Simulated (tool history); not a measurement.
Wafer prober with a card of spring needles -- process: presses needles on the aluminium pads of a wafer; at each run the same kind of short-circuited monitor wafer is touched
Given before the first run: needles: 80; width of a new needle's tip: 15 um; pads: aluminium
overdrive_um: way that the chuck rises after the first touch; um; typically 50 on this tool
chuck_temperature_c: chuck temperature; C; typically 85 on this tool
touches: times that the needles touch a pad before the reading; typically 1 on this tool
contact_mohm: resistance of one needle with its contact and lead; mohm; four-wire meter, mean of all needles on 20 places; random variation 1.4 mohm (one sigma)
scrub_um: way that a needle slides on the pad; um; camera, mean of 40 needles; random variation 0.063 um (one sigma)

run 1 hour=0 | overdrive_um=50 chuck_temperature_c=85 touches=1 | contact_mohm=127 scrub_um=8.63
-- hour=3.2 tips cleaned on abrasive film
-- hour=7.3 tips cleaned on abrasive film
-- hour=10.5 tips cleaned on abrasive film
-- hour=14.5 tips cleaned on abrasive film
-- hour=17.7 tips cleaned on abrasive film
-- hour=21.8 tips cleaned on abrasive film
-- hour=25.8 tips cleaned on abrasive film
run 2 hour=28.5 | overdrive_um=50 chuck_temperature_c=30 touches=1 | contact_mohm=129 scrub_um=8.6
-- hour=29.4 tips cleaned on abrasive film
-- hour=33.4 tips cleaned on abrasive film
-- hour=37.4 tips cleaned on abrasive film
-- hour=41.5 tips cleaned on abrasive film
-- hour=44.7 tips cleaned on abrasive film
-- hour=48.7 tips cleaned on abrasive film
-- hour=52.7 tips cleaned on abrasive film
-- hour=56.8 tips cleaned on abrasive film
-- hour=60.8 tips cleaned on abrasive film
-- hour=64.8 tips cleaned on abrasive film
-- hour=68.8 tips cleaned on abrasive film
-- hour=72.8 tips cleaned on abrasive film
-- hour=76.9 tips cleaned on abrasive film
-- hour=80.9 tips cleaned on abrasive film
-- hour=84.9 tips cleaned on abrasive film
-- hour=88.9 tips cleaned on abrasive film
run 3 hour=88.9 | overdrive_um=54 chuck_temperature_c=85 touches=1 | contact_mohm=124 scrub_um=9.09
-- hour=92.9 tips cleaned on abrasive film
-- hour=94 height of the first contact set anew
-- hour=97.2 tips cleaned on abrasive film
-- hour=101.2 tips cleaned on abrasive film
-- hour=105.3 tips cleaned on abrasive film
-- hour=109.3 tips cleaned on abrasive film
-- hour=112.5 tips cleaned on abrasive film
-- hour=116.5 tips cleaned on abrasive film
-- hour=120.5 tips cleaned on abrasive film
-- hour=124.6 tips cleaned on abrasive film
-- hour=128.6 tips cleaned on abrasive film
-- hour=131.8 tips cleaned on abrasive film
-- hour=135.8 tips cleaned on abrasive film
run 4 hour=136.7 | overdrive_um=54 chuck_temperature_c=85 touches=1 | contact_mohm=135 scrub_um=8.05
-- hour=139.1 tips cleaned on abrasive film
-- hour=143.2 tips cleaned on abrasive film
-- hour=147.2 tips cleaned on abrasive film
-- hour=151.2 tips cleaned on abrasive film
-- hour=155.2 tips cleaned on abrasive film
-- hour=158.4 tips cleaned on abrasive film
-- hour=162.5 tips cleaned on abrasive film
-- hour=166.5 tips cleaned on abrasive film
-- hour=170.5 tips cleaned on abrasive film
-- hour=174.5 tips cleaned on abrasive film
-- hour=178.5 tips cleaned on abrasive film
run 5 hour=181.3 | overdrive_um=54 chuck_temperature_c=85 touches=1 | contact_mohm=147 scrub_um=7.9
-- hour=182.2 tips cleaned on abrasive film
-- hour=186.2 tips cleaned on abrasive film
-- hour=190.2 tips cleaned on abrasive film
-- hour=193.5 tips cleaned on abrasive film
-- hour=197.5 tips cleaned on abrasive film
-- hour=201.5 tips cleaned on abrasive film
-- hour=204.7 tips cleaned on abrasive film
-- hour=208.8 tips cleaned on abrasive film
-- hour=212.8 tips cleaned on abrasive film
run 6 hour=214.5 | overdrive_um=54 chuck_temperature_c=85 touches=1 | contact_mohm=139 scrub_um=7.74
-- hour=216.2 tips cleaned on abrasive film
-- hour=220.2 tips cleaned on abrasive film
-- hour=223.4 tips cleaned on abrasive film
-- hour=227.4 tips cleaned on abrasive film
-- hour=231.5 tips cleaned on abrasive film
-- hour=234.7 tips cleaned on abrasive film
-- hour=238.7 tips cleaned on abrasive film
-- hour=242.7 tips cleaned on abrasive film
-- hour=246 tips cleaned on abrasive film
-- hour=250 tips cleaned on abrasive film
-- hour=253.2 tips cleaned on abrasive film
-- hour=257.2 tips cleaned on abrasive film
-- hour=258.3 height of the first contact set anew, once more
-- hour=260.8 tips cleaned on abrasive film
-- hour=264.8 tips cleaned on abrasive film
-- hour=268.8 tips cleaned on abrasive film
-- hour=272 tips cleaned on abrasive film
-- hour=276.1 tips cleaned on abrasive film
run 7 hour=277.5 | overdrive_um=50 chuck_temperature_c=85 touches=1 | contact_mohm=133 scrub_um=9.66
-- hour=279.9 tips cleaned on abrasive film
-- hour=284 tips cleaned on abrasive film
-- hour=288 tips cleaned on abrasive film
-- hour=292 tips cleaned on abrasive film
-- hour=296 tips cleaned on abrasive film
-- hour=300 tips cleaned on abrasive film
-- hour=304.1 tips cleaned on abrasive film
-- hour=307.3 tips cleaned on abrasive film
-- hour=311.3 tips cleaned on abrasive film
-- hour=314.5 tips cleaned on abrasive film
run 8 hour=316.7 | overdrive_um=50 chuck_temperature_c=96 touches=1 | contact_mohm=136 scrub_um=9.47
-- hour=318.4 tips cleaned on abrasive film
-- hour=322.4 tips cleaned on abrasive film
-- hour=326.4 tips cleaned on abrasive film
-- hour=330.4 tips cleaned on abrasive film
-- hour=334.4 tips cleaned on abrasive film
-- hour=338.5 tips cleaned on abrasive film
-- hour=342.5 tips cleaned on abrasive film
-- hour=346.5 tips cleaned on abrasive film
-- hour=350.5 tips cleaned on abrasive film
-- hour=354.5 tips cleaned on abrasive film
-- hour=358.6 tips cleaned on abrasive film
run 9 hour=359.3 | overdrive_um=62 chuck_temperature_c=96 touches=1 | contact_mohm=128 scrub_um=11.68
-- hour=362.6 tips cleaned on abrasive film
-- hour=366.6 tips cleaned on abrasive film
-- hour=370.6 tips cleaned on abrasive film
-- hour=374.6 tips cleaned on abrasive film
-- hour=377.9 tips cleaned on abrasive film
-- hour=381.9 tips cleaned on abrasive film
-- hour=385.9 tips cleaned on abrasive film
-- hour=389.9 tips cleaned on abrasive film
-- hour=393.9 tips cleaned on abrasive film
-- hour=397.2 tips cleaned on abrasive film
-- hour=401.2 tips cleaned on abrasive film
run 10 hour=403.3 | overdrive_um=62 chuck_temperature_c=96 touches=1 | contact_mohm=135 scrub_um=11.51
-- hour=405 tips cleaned on abrasive film
-- hour=409 tips cleaned on abrasive film
-- hour=413 tips cleaned on abrasive film
-- hour=417 tips cleaned on abrasive film
-- hour=421 tips cleaned on abrasive film
-- hour=424.3 tips cleaned on abrasive film
-- hour=428.3 tips cleaned on abrasive film
-- hour=432.3 tips cleaned on abrasive film
run 11 hour=433.7 | overdrive_um=57 chuck_temperature_c=29 touches=3 | contact_mohm=116 scrub_um=10.41
-- hour=436.1 tips cleaned on abrasive film
-- hour=440.1 tips cleaned on abrasive film
-- hour=444.2 tips cleaned on abrasive film
-- hour=448.2 tips cleaned on abrasive film
-- hour=452.2 tips cleaned on abrasive film
-- hour=456.2 tips cleaned on abrasive film
-- hour=459.5 tips cleaned on abrasive film
-- hour=463.5 tips cleaned on abrasive film
run 12 hour=463.9 | overdrive_um=57 chuck_temperature_c=29 touches=3 | contact_mohm=115 scrub_um=10.29
-- hour=467.1 tips cleaned on abrasive film
-- hour=471.2 tips cleaned on abrasive film
-- hour=475.2 tips cleaned on abrasive film
-- hour=479.2 tips cleaned on abrasive film
-- hour=482.4 tips cleaned on abrasive film
-- hour=486.5 tips cleaned on abrasive film
-- hour=490.5 tips cleaned on abrasive film
-- hour=494.5 tips cleaned on abrasive film
-- hour=498.5 tips cleaned on abrasive film
-- hour=502.5 tips cleaned on abrasive film
run 13 hour=504.9 | overdrive_um=53 chuck_temperature_c=85 touches=1 | contact_mohm=139 scrub_um=9.41
-- hour=506.5 tips cleaned on abrasive film
-- hour=510.5 tips cleaned on abrasive film
-- hour=514.5 tips cleaned on abrasive film
-- hour=517.8 tips cleaned on abrasive film
-- hour=521.8 tips cleaned on abrasive film
-- hour=525.8 tips cleaned on abrasive film
-- hour=529 tips cleaned on abrasive film
-- hour=533 tips cleaned on abrasive film
-- hour=537.1 tips cleaned on abrasive film
-- hour=541.1 tips cleaned on abrasive film
-- hour=544.3 tips cleaned on abrasive film
-- hour=548.3 tips cleaned on abrasive film
-- hour=552.4 tips cleaned on abrasive film
-- hour=556.4 tips cleaned on abrasive film
-- hour=559.6 tips cleaned on abrasive film
-- hour=563.6 tips cleaned on abrasive film
-- hour=567.6 tips cleaned on abrasive film
run 14 hour=568.7 | overdrive_um=47 chuck_temperature_c=43 touches=2 | contact_mohm=127 scrub_um=7.95
-- hour=571.2 tips cleaned on abrasive film
-- hour=575.2 tips cleaned on abrasive film
-- hour=579.2 tips cleaned on abrasive film
-- hour=583.2 tips cleaned on abrasive film
-- hour=587.2 tips cleaned on abrasive film
-- hour=591.3 tips cleaned on abrasive film
-- hour=595.3 tips cleaned on abrasive film
-- hour=598.5 tips cleaned on abrasive film
-- hour=602.5 tips cleaned on abrasive film
-- hour=606.6 tips cleaned on abrasive film
-- hour=610.6 tips cleaned on abrasive film
-- hour=614.6 tips cleaned on abrasive film
run 15 hour=614.7 | overdrive_um=45 chuck_temperature_c=86 touches=2 | contact_mohm=129 scrub_um=7.31
-- hour=617.9 tips cleaned on abrasive film
-- hour=621.2 tips cleaned on abrasive film
-- hour=625.2 tips cleaned on abrasive film
-- hour=629.2 tips cleaned on abrasive film
-- hour=633.2 tips cleaned on abrasive film
-- hour=636.5 tips cleaned on abrasive film
-- hour=640.5 tips cleaned on abrasive film
-- hour=641.6 height of the first contact set anew
-- hour=644.8 tips cleaned on abrasive film
-- hour=648 tips cleaned on abrasive film
-- hour=652.1 tips cleaned on abrasive film
-- hour=656.1 tips cleaned on abrasive film
-- hour=660.1 tips cleaned on abrasive film
-- hour=663.3 tips cleaned on abrasive film
-- hour=667.3 tips cleaned on abrasive film
-- hour=670.6 tips cleaned on abrasive film
-- hour=674.6 tips cleaned on abrasive film
run 16 hour=675.6 | overdrive_um=45 chuck_temperature_c=86 touches=2 | contact_mohm=133 scrub_um=8.63

Forecast each of these 4 alternatives for the next run:
-- hour=678 tips cleaned on abrasive film
-- hour=690 card fitted with new needles
-- hour=694.1 tips cleaned on abrasive film
-- hour=698.1 tips cleaned on abrasive film
-- hour=702.1 tips cleaned on abrasive film
-- hour=706.1 tips cleaned on abrasive film
-- hour=710.1 tips cleaned on abrasive film
-- hour=714.2 tips cleaned on abrasive film
-- hour=718.2 tips cleaned on abrasive film
run A hour=719.7 | overdrive_um=32 chuck_temperature_c=85 touches=1 | contact_mohm=? scrub_um=?
-- hour=678 tips cleaned on abrasive film
-- hour=690 card fitted with new needles
-- hour=694.1 tips cleaned on abrasive film
-- hour=698.1 tips cleaned on abrasive film
-- hour=702.1 tips cleaned on abrasive film
-- hour=706.1 tips cleaned on abrasive film
-- hour=710.1 tips cleaned on abrasive film
-- hour=714.2 tips cleaned on abrasive film
-- hour=718.2 tips cleaned on abrasive film
run B hour=719.7 | overdrive_um=61 chuck_temperature_c=86 touches=1 | contact_mohm=? scrub_um=?
-- hour=678 tips cleaned on abrasive film
-- hour=690 card fitted with new needles
-- hour=694.1 tips cleaned on abrasive film
-- hour=698.1 tips cleaned on abrasive film
-- hour=702.1 tips cleaned on abrasive film
-- hour=706.1 tips cleaned on abrasive film
-- hour=710.1 tips cleaned on abrasive film
-- hour=714.2 tips cleaned on abrasive film
-- hour=718.2 tips cleaned on abrasive film
run C hour=719.7 | overdrive_um=43 chuck_temperature_c=44 touches=1 | contact_mohm=? scrub_um=?
-- hour=678 tips cleaned on abrasive film
-- hour=690 card fitted with new needles
-- hour=694.1 tips cleaned on abrasive film
-- hour=698.1 tips cleaned on abrasive film
-- hour=702.1 tips cleaned on abrasive film
-- hour=706.1 tips cleaned on abrasive film
-- hour=710.1 tips cleaned on abrasive film
-- hour=714.2 tips cleaned on abrasive film
-- hour=718.2 tips cleaned on abrasive film
run D hour=719.7 | overdrive_um=66 chuck_temperature_c=38 touches=2 | contact_mohm=? scrub_um=?

run=A contact_mohm=142 scrub_um=6.07
run=B contact_mohm=123 scrub_um=11.76
run=C contact_mohm=125 scrub_um=8.21
run=D contact_mohm=116 scrub_um=12.78
Without the tool's unlogged condition, the same runs would have read:
run=A contact_mohm=127 scrub_um=6.17
run=B contact_mohm=117 scrub_um=11.86
run=C contact_mohm=115 scrub_um=8.3
run=D contact_mohm=113 scrub_um=12.87

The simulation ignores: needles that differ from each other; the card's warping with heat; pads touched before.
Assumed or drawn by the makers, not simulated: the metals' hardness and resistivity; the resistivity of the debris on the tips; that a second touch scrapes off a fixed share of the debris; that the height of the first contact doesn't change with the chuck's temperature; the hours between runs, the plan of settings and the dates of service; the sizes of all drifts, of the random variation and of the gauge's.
